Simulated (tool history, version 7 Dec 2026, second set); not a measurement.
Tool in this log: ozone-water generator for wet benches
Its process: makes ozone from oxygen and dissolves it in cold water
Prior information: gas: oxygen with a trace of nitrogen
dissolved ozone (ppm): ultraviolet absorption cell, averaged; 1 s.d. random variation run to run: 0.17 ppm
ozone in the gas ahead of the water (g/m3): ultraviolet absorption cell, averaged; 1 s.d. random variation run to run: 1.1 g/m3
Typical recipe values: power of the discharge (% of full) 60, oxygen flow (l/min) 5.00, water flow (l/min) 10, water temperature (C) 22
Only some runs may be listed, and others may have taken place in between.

run,hour,power of the discharge (% of full),oxygen flow (l/min),water flow (l/min),water temperature (C),dissolved ozone (ppm),ozone in the gas ahead of the water (g/m3)
1,0.0,60,5.00,10,22,21.7,199.9
2,99.6,60,5.00,10,20,22.7,197.4
3,150.2,60,5.00,10,20,22.3,197.5
4,224.3,60,5.22,10,20,22.7,191.9
5,298.8,60,5.00,10,22,21.8,197.8
6,356.5,60,2.52,10,22,23.4,290.2
7,409.0,60,2.52,10,22,23.5,293.2
8,483.3,60,5.00,10,22,21.5,194.5
9,564.5,60,5.00,10,22,21.6,196.1
10,623.7,60,5.00,10,22,21.7,194.3
# hour 636.8: water thermometer calibrated
11,685.0,60,5.00,10,26,19.9,196.0
12,740.1,60,5.00,10,22,21.6,194.9
13,804.0,60,5.00,10,22,21.5,195.9
14,885.2,60,5.00,10,22,21.6,195.9
15,948.1,60,5.00,10,17,23.8,195.6
16,1036.5,60,7.57,10,22,19.6,153.8
17,1091.9,60,7.57,10,22,19.3,153.8
18,1159.3,60,2.83,10,22,22.9,272.0
19,1246.4,60,2.83,10,22,23.4,271.0
20,1343.3,60,2.51,14,22,17.6,287.7
21,1397.9,60,4.65,10,27,19.5,202.6
22,1470.5,50,5.00,10,17,21.3,175.2
23,1542.5,69,3.50,10,22,24.2,255.9
24,1612.7,58,5.00,13,17,19.1,191.9
25,1661.3,60,3.08,10,17,25.2,254.8
26,1738.8,60,5.00,10,27,19.1,192.5
27,1785.4,51,6.37,9,27,17.3,155.2
28,1836.7,60,5.00,8,22,24.3,191.8
29,1880.3,60,3.10,8,22,26.3,252.4
30,1958.2,58,3.15,13,17,19.9,246.3
31,2056.5,50,4.74,10,22,19.4,180.6

4 ways to go on from here, each from the tool as it stands after run 31. What would each give?
A,2151.2,56,5.00,7,22,?,?
B,2151.2,60,5.00,7,15,?,?
C,2151.2,60,7.43,10,22,?,?
D,2151.2,41,4.74,11,16,?,?

run,dissolved ozone (ppm),ozone in the gas ahead of the water (g/m3)
A,24.8,187.6
B,29.9,191.4
C,18.7,153.4
D,18.4,159.8
The same runs, with their run-to-run variation unchanged, on a tool lacking any hidden condition would have given:
run,dissolved ozone (ppm),ozone in the gas ahead of the water (g/m3)
A,27.3,195.5
B,33.0,199.8
C,20.7,160.1
D,20.2,165.2

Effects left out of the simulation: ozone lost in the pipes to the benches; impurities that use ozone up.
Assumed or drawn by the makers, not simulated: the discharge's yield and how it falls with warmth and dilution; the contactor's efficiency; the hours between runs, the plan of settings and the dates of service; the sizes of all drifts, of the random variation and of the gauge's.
